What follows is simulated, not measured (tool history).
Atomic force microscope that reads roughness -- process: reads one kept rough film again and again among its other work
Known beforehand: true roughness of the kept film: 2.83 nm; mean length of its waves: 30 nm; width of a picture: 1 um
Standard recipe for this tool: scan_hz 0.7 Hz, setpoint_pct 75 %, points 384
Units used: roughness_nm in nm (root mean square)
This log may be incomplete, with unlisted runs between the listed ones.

{"run": 1, "day": 0.0, "scan_hz": 0.7, "setpoint_pct": 75, "points": 384, "roughness_nm": 2.341}
{"run": 2, "day": 0.508, "scan_hz": 1.036, "setpoint_pct": 75, "points": 384, "roughness_nm": 2.288}
{"run": 3, "day": 0.983, "scan_hz": 1.036, "setpoint_pct": 75, "points": 384, "roughness_nm": 2.269}
{"day": 1.079, "done": "new tip fitted"}
{"run": 4, "day": 1.262, "scan_hz": 1.578, "setpoint_pct": 75, "points": 384, "roughness_nm": 2.466}
{"run": 5, "day": 1.717, "scan_hz": 1.578, "setpoint_pct": 75, "points": 384, "roughness_nm": 2.404}
{"run": 6, "day": 2.021, "scan_hz": 1.578, "setpoint_pct": 75, "points": 384, "roughness_nm": 2.416}
{"run": 7, "day": 2.479, "scan_hz": 1.578, "setpoint_pct": 75, "points": 384, "roughness_nm": 2.349}
{"run": 8, "day": 2.917, "scan_hz": 0.7, "setpoint_pct": 75, "points": 384, "roughness_nm": 2.391}
{"run": 9, "day": 3.167, "scan_hz": 1.119, "setpoint_pct": 75, "points": 384, "roughness_nm": 2.353}
{"run": 10, "day": 3.675, "scan_hz": 1.119, "setpoint_pct": 75, "points": 384, "roughness_nm": 2.29}
{"day": 4.071, "done": "new tip fitted"}
{"run": 11, "day": 4.208, "scan_hz": 0.7, "setpoint_pct": 56, "points": 384, "roughness_nm": 2.595}
{"run": 12, "day": 4.742, "scan_hz": 0.7, "setpoint_pct": 56, "points": 384, "roughness_nm": 2.534}
{"run": 13, "day": 5.225, "scan_hz": 2.862, "setpoint_pct": 75, "points": 384, "roughness_nm": 2.286}
{"run": 14, "day": 5.567, "scan_hz": 2.862, "setpoint_pct": 75, "points": 384, "roughness_nm": 2.246}
{"run": 15, "day": 6.033, "scan_hz": 2.862, "setpoint_pct": 75, "points": 384, "roughness_nm": 2.231}
{"run": 16, "day": 6.533, "scan_hz": 2.862, "setpoint_pct": 75, "points": 384, "roughness_nm": 2.158}
{"run": 17, "day": 6.979, "scan_hz": 2.862, "setpoint_pct": 75, "points": 543, "roughness_nm": 2.146}
{"day": 7.05, "done": "new tip fitted"}
{"run": 18, "day": 7.421, "scan_hz": 0.7, "setpoint_pct": 75, "points": 384, "roughness_nm": 2.545}
{"run": 19, "day": 7.846, "scan_hz": 0.7, "setpoint_pct": 75, "points": 584, "roughness_nm": 2.504}
{"run": 20, "day": 8.304, "scan_hz": 0.7, "setpoint_pct": 71, "points": 384, "roughness_nm": 2.473}
{"run": 21, "day": 8.721, "scan_hz": 0.7, "setpoint_pct": 75, "points": 778, "roughness_nm": 2.438}
{"run": 22, "day": 8.962, "scan_hz": 0.7, "setpoint_pct": 75, "points": 778, "roughness_nm": 2.396}
{"run": 23, "day": 9.417, "scan_hz": 0.7, "setpoint_pct": 75, "points": 384, "roughness_nm": 2.366}
{"run": 24, "day": 9.771, "scan_hz": 0.7, "setpoint_pct": 75, "points": 384, "roughness_nm": 2.328}
{"day": 10.05, "done": "new tip fitted"}
{"run": 25, "day": 10.283, "scan_hz": 0.7, "setpoint_pct": 75, "points": 384, "roughness_nm": 2.541}
{"run": 26, "day": 10.8, "scan_hz": 0.7, "setpoint_pct": 75, "points": 384, "roughness_nm": 2.512}
{"run": 27, "day": 11.221, "scan_hz": 0.7, "setpoint_pct": 75, "points": 384, "roughness_nm": 2.44}
{"run": 28, "day": 11.517, "scan_hz": 2.364, "setpoint_pct": 84, "points": 271, "roughness_nm": 2.189}
{"run": 29, "day": 11.779, "scan_hz": 2.364, "setpoint_pct": 84, "points": 271, "roughness_nm": 2.145}
{"run": 30, "day": 12.05, "scan_hz": 1.001, "setpoint_pct": 75, "points": 835, "roughness_nm": 2.368}
{"run": 31, "day": 12.617, "scan_hz": 3.876, "setpoint_pct": 70, "points": 289, "roughness_nm": 2.134}
{"day": 13.029, "done": "new tip fitted"}
{"run": 32, "day": 13.104, "scan_hz": 3.876, "setpoint_pct": 70, "points": 289, "roughness_nm": 2.357}
{"run": 33, "day": 13.4, "scan_hz": 1.09, "setpoint_pct": 58, "points": 384, "roughness_nm": 2.605}
{"run": 34, "day": 13.917, "scan_hz": 1.09, "setpoint_pct": 58, "points": 384, "roughness_nm": 2.524}
{"run": 35, "day": 14.204, "scan_hz": 1.202, "setpoint_pct": 75, "points": 698, "roughness_nm": 2.43}
{"run": 36, "day": 14.679, "scan_hz": 1.202, "setpoint_pct": 63, "points": 396, "roughness_nm": 2.445}
{"run": 37, "day": 15.108, "scan_hz": 3.184, "setpoint_pct": 65, "points": 384, "roughness_nm": 2.297}
{"run": 38, "day": 15.429, "scan_hz": 0.944, "setpoint_pct": 85, "points": 351, "roughness_nm": 2.273}
{"run": 39, "day": 15.775, "scan_hz": 0.61, "setpoint_pct": 69, "points": 384, "roughness_nm": 2.355}
{"day": 16.042, "done": "new tip fitted"}
{"run": 40, "day": 16.133, "scan_hz": 0.872, "setpoint_pct": 77, "points": 979, "roughness_nm": 2.54}
{"run": 41, "day": 16.575, "scan_hz": 1.397, "setpoint_pct": 64, "points": 916, "roughness_nm": 2.537}
{"run": 42, "day": 16.85, "scan_hz": 1.78, "setpoint_pct": 59, "points": 754, "roughness_nm": 2.525}
{"run": 43, "day": 17.325, "scan_hz": 2.228, "setpoint_pct": 84, "points": 754, "roughness_nm": 2.239}
{"run": 44, "day": 17.829, "scan_hz": 2.228, "setpoint_pct": 84, "points": 754, "roughness_nm": 2.207}
{"run": 45, "day": 18.308, "scan_hz": 2.228, "setpoint_pct": 84, "points": 754, "roughness_nm": 2.145}
{"run": 46, "day": 18.696, "scan_hz": 2.228, "setpoint_pct": 84, "points": 754, "roughness_nm": 2.116}
{"day": 19.033, "done": "new tip fitted"}
{"run": 47, "day": 19.062, "scan_hz": 0.7, "setpoint_pct": 75, "points": 309, "roughness_nm": 2.559}
{"run": 48, "day": 19.479, "scan_hz": 0.7, "setpoint_pct": 75, "points": 561, "roughness_nm": 2.545}
{"run": 49, "day": 19.983, "scan_hz": 0.7, "setpoint_pct": 75, "points": 561, "roughness_nm": 2.497}
{"run": 50, "day": 20.517, "scan_hz": 0.7, "setpoint_pct": 75, "points": 561, "roughness_nm": 2.476}
{"run": 51, "day": 21.038, "scan_hz": 0.7, "setpoint_pct": 75, "points": 561, "roughness_nm": 2.4}
{"run": 52, "day": 21.342, "scan_hz": 0.7, "setpoint_pct": 75, "points": 637, "roughness_nm": 2.385}
{"run": 53, "day": 21.571, "scan_hz": 1.744, "setpoint_pct": 81, "points": 637, "roughness_nm": 2.202}

The logged runs with the hidden state left out (each run's random variation unchanged):
The hidden state here: radius of the tip, nm; height scale over the true one, %; drift of the gauge itself on roughness_nm, %.
run=1 roughness_nm=2.554
run=2 roughness_nm=2.538
run=3 roughness_nm=2.56
run=4 roughness_nm=2.492
run=5 roughness_nm=2.466
run=6 roughness_nm=2.505
run=7 roughness_nm=2.478
run=8 roughness_nm=2.563
run=9 roughness_nm=2.54
run=10 roughness_nm=2.523
run=11 roughness_nm=2.619
run=12 roughness_nm=2.607
run=13 roughness_nm=2.395
run=14 roughness_nm=2.384
run=15 roughness_nm=2.406
run=16 roughness_nm=2.368
run=17 roughness_nm=2.391
run=18 roughness_nm=2.579
run=19 roughness_nm=2.575
run=20 roughness_nm=2.587
run=21 roughness_nm=2.591
run=22 roughness_nm=2.569
run=23 roughness_nm=2.578
run=24 roughness_nm=2.571
run=25 roughness_nm=2.573
run=26 roughness_nm=2.591
run=27 roughness_nm=2.559
run=28 roughness_nm=2.318
run=29 roughness_nm=2.294
run=30 roughness_nm=2.557
run=31 roughness_nm=2.349
run=32 roughness_nm=2.36
run=33 roughness_nm=2.636
run=34 roughness_nm=2.604
run=35 roughness_nm=2.533
run=36 roughness_nm=2.593
run=37 roughness_nm=2.477
run=38 roughness_nm=2.478
run=39 roughness_nm=2.597
run=40 roughness_nm=2.547
run=41 roughness_nm=2.589
run=42 roughness_nm=2.603
run=43 roughness_nm=2.347
run=44 roughness_nm=2.356
run=45 roughness_nm=2.329
run=46 roughness_nm=2.332
run=47 roughness_nm=2.552
run=48 roughness_nm=2.579
run=49 roughness_nm=2.577
run=50 roughness_nm=2.604
run=51 roughness_nm=2.577
run=52 roughness_nm=2.589
run=53 roughness_nm=2.414

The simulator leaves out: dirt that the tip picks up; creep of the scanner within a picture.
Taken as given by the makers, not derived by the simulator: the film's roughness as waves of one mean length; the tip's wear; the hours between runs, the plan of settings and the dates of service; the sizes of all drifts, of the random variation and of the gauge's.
